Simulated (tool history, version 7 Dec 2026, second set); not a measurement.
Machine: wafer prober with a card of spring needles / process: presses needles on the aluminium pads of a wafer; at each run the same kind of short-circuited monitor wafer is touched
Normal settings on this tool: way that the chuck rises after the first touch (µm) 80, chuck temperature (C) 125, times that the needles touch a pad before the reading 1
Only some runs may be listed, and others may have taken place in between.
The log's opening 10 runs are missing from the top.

run   hour  way that the chuck rises after the first touch (µm)  chuck temperature (C)  times that the needles touch a pad before the reading  resistance of one needle with its contact and lead (mohm)  way that a needle slides on the pad (µm)
      87.2  -- tips cleaned on abrasive film
 11   88.6                                                   70                    125                                                      1                                                        278                                     15.86
 12     96                                                   80                    125                                                      1                                                        284                                     18.14
      98.3  -- tips cleaned on abrasive film
 13  103.4                                                   80                    125                                                      1                                                        283                                     18.18
     109.9  -- tips cleaned on abrasive film
 14  116.9                                                   80                    125                                                      1                                                        282                                     18.11
     121.4  -- tips cleaned on abrasive film
 15  128.2                                                   80                    125                                                      1                                                        283                                      18.1
     132.6  -- tips cleaned on abrasive film
 16  141.8                                                   80                    125                                                      1                                                        281                                     18.13
       144  -- tips cleaned on abrasive film
 17  152.1                                                   80                    125                                                      1                                                        279                                     18.05
     155.3  -- tips cleaned on abrasive film
 18  160.7                                                   80                    125                                                      1                                                        277                                     17.99
     166.8  -- tips cleaned on abrasive film
 19  170.5                                                   80                     86                                                      1                                                        267                                     18.07
     178.8  -- tips cleaned on abrasive film
 20  182.6                                                   80                     86                                                      1                                                        268                                     17.99
     190.6  -- tips cleaned on abrasive film
 21  194.6                                                   80                     86                                                      1                                                        269                                     18.01
       202  -- tips cleaned on abrasive film
 22  205.4                                                   80                     86                                                      1                                                        273                                     18.03
     213.7  -- tips cleaned on abrasive film
 23  214.9                                                   74                     61                                                      1                                                        260                                     16.66
     225.7  -- tips cleaned on abrasive film
 24  226.6                                                   64                     61                                                      1                                                        264                                     14.33
       237  -- tips cleaned on abrasive film
 25  237.1                                                   64                     82                                                      1                                                        263                                     14.31
     249.1  -- tips cleaned on abrasive film
 26  249.6                                                   78                     70                                                      1                                                        260                                     17.48
     260.8  -- tips cleaned on abrasive film
 27  263.1                                                   71                    125                                                      1                                                        282                                     15.93
     268.9  -- height of the first contact set anew
 28    271                                                   80                     31                                                      3                                                        251                                     18.15
     272.3  -- tips cleaned on abrasive film
 29  277.6                                                   95                    123                                                      1                                                        278                                     21.59
       284  -- tips cleaned on abrasive film
 30  290.6                                                   94                     49                                                      2                                                        257                                     21.34
     295.5  -- tips cleaned on abrasive film
 31  304.2                                                   80                     55                                                      1                                                        264                                     18.07
     306.7  -- tips cleaned on abrasive film
 32  316.5                                                   80                     98                                                      2                                                        272                                     18.07

What if the next run were any one of these 4? Each begins from the tool's condition after run 32:
     318.4  -- tips cleaned on abrasive film
  A  329.1                                                   73                    113                                                      2                                                          ?                                         ?
     318.4  -- tips cleaned on abrasive film
  B  329.1                                                   80                     50                                                      1                                                          ?                                         ?
     318.4  -- tips cleaned on abrasive film
  C  329.1                                                   62                     40                                                      2                                                          ?                                         ?
     318.4  -- tips cleaned on abrasive film
  D  329.1                                                   80                    125                                                      2                                                          ?                                         ?

run  resistance of one needle with its contact and lead (mohm)  way that a needle slides on the pad (µm)
  A                                                        278                                      16.5
  B                                                        265                                     18.08
  C                                                        267                                     14.01
  D                                                        277                                     18.09
Stripped of hidden state, with their random variation kept, the same runs would have yielded:
run  resistance of one needle with its contact and lead (mohm)  way that a needle slides on the pad (µm)
  A                                                        270                                     16.57
  B                                                        253                                     18.15
  C                                                        255                                     14.08
  D                                                        272                                     18.16
